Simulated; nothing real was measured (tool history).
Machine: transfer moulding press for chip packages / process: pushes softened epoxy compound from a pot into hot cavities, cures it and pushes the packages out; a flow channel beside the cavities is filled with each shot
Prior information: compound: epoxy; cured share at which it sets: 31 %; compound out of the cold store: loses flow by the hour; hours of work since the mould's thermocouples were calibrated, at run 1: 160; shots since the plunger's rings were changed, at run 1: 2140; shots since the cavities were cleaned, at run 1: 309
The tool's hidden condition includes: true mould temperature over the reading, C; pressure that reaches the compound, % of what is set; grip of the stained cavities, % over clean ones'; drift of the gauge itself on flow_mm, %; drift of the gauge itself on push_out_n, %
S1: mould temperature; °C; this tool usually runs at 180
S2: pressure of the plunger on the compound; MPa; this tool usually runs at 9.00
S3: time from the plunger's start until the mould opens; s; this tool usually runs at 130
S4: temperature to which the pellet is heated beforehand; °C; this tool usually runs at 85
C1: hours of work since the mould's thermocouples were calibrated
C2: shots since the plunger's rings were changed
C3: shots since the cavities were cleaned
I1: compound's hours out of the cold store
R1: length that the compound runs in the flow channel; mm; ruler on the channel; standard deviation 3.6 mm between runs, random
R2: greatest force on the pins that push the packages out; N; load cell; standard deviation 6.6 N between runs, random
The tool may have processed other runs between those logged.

| run | hour | S1 | S2 | S3 | S4 | C1 | C2 | C3 | I1 | R1 | R2 |
|---|---|---|---|---|---|---|---|---|---|---|---|
| 1 | 0.0 | 180 | 9.00 | 130 | 85 | 160 | 2140 | 309 | 42.5 | 834 | 245 |
| 2 | 78.9 | 180 | 9.00 | 130 | 85 | 197 | 2705 | 874 | 26.2 | 909 | 272 |
|  | 111.2 | cavities cleaned with cleaning compound and waxed |
| 3 | 147.7 | 180 | 9.00 | 130 | 85 | 229 | 3187 | 261 | 38.2 | 849 | 268 |
| 4 | 218.5 | 180 | 9.00 | 130 | 85 | 263 | 3693 | 767 | 44.8 | 819 | 260 |
|  | 227.0 | plunger's sealing rings changed |
|  | 269.0 | cavities cleaned with cleaning compound and waxed |
| 5 | 285.0 | 180 | 9.00 | 130 | 85 | 293 | 405 | 115 | 37.9 | 849 | 264 |
| 6 | 329.9 | 180 | 9.12 | 130 | 85 | 314 | 726 | 436 | 10.6 | 1007 | 274 |
| 7 | 375.3 | 180 | 9.12 | 130 | 85 | 336 | 1051 | 761 | 41.9 | 836 | 268 |
|  | 422.7 | cavities cleaned with cleaning compound and waxed |
| 8 | 442.2 | 180 | 9.12 | 130 | 85 | 367 | 1519 | 140 | 14.8 | 979 | 257 |
| 9 | 532.1 | 180 | 9.00 | 130 | 87 | 409 | 2163 | 784 | 47.5 | 807 | 259 |
|  | 571.8 | cavities cleaned with cleaning compound and waxed |
| 10 | 587.0 | 180 | 9.00 | 130 | 87 | 435 | 2545 | 109 | 44.8 | 817 | 248 |
| 11 | 655.5 | 180 | 9.00 | 130 | 85 | 467 | 3035 | 599 | 22.4 | 935 | 277 |
| 12 | 705.2 | 180 | 9.00 | 130 | 85 | 491 | 3391 | 955 | 8.3 | 1006 | 264 |
|  | 723.1 | cavities cleaned with cleaning compound and waxed |
|  | 759.1 | plunger's sealing rings changed |
| 13 | 770.3 | 180 | 9.00 | 130 | 85 | 520 | 80 | 320 | 37.4 | 851 | 255 |
| 14 | 841.5 | 176 | 9.00 | 130 | 85 | 554 | 589 | 829 | 8.5 | 1022 | 317 |
|  | 873.6 | cavities cleaned with cleaning compound and waxed |
| 15 | 929.9 | 172 | 9.41 | 130 | 85 | 595 | 1212 | 404 | 10.9 | 1045 | 406 |
| 16 | 1003.0 | 180 | 10.54 | 123 | 85 | 630 | 1735 | 927 | 21.9 | 998 | 280 |
|  | 1021.2 | cavities cleaned with cleaning compound and waxed |
| 17 | 1092.2 | 185 | 7.16 | 165 | 80 | 672 | 2362 | 507 | 22.9 | 816 | 239 |
|  | 1175.7 | cavities cleaned with cleaning compound and waxed |
| 18 | 1178.3 | 181 | 7.51 | 116 | 80 | 712 | 2968 | 19 | 22.9 | 841 | 293 |
| 19 | 1259.1 | 179 | 7.51 | 116 | 81 | 750 | 3546 | 597 | 16.3 | 882 | 336 |
|  | 1285.3 | plunger's sealing rings changed |
|  | 1327.7 | cavities cleaned with cleaning compound and waxed |
| 20 | 1334.0 | 179 | 7.51 | 116 | 81 | 784 | 338 | 45 | 36.2 | 790 | 296 |
| 21 | 1423.2 | 183 | 10.32 | 152 | 82 | 826 | 976 | 683 | 15.0 | 1026 | 246 |
|  | 1476.6 | cavities cleaned with cleaning compound and waxed |
| 22 | 1502.3 | 183 | 10.32 | 152 | 82 | 863 | 1532 | 185 | 31.8 | 936 | 252 |
|  | 1549.7 | mould's thermocouples calibrated |
| 23 | 1580.6 | 183 | 10.32 | 152 | 82 | 15 | 2078 | 731 | 35.7 | 923 | 241 |
|  | 1626.3 | cavities cleaned with cleaning compound and waxed |
| 24 | 1641.6 | 175 | 7.65 | 130 | 85 | 43 | 2504 | 110 | 42.6 | 772 | 287 |
| 25 | 1732.3 | 174 | 9.54 | 124 | 85 | 86 | 3152 | 758 | 23.6 | 971 | 384 |
|  | 1774.7 | cavities cleaned with cleaning compound and waxed |
| 26 | 1798.3 | 174 | 9.54 | 124 | 85 | 117 | 3614 | 168 | 20.1 | 980 | 351 |

The next listed run, before its measurement:
|  | 1815.3 | plunger's sealing rings changed |
| 27 | 1869.5 | 174 | 8.78 | 124 | 76 | 149 | 388 | 660 | 8.0 | ? | ? |

{"run 27": {"R1": 1018, "R2": 402}}
With no hidden state in the tool, this same run would have given R1 1019 mm, R2 395 N.
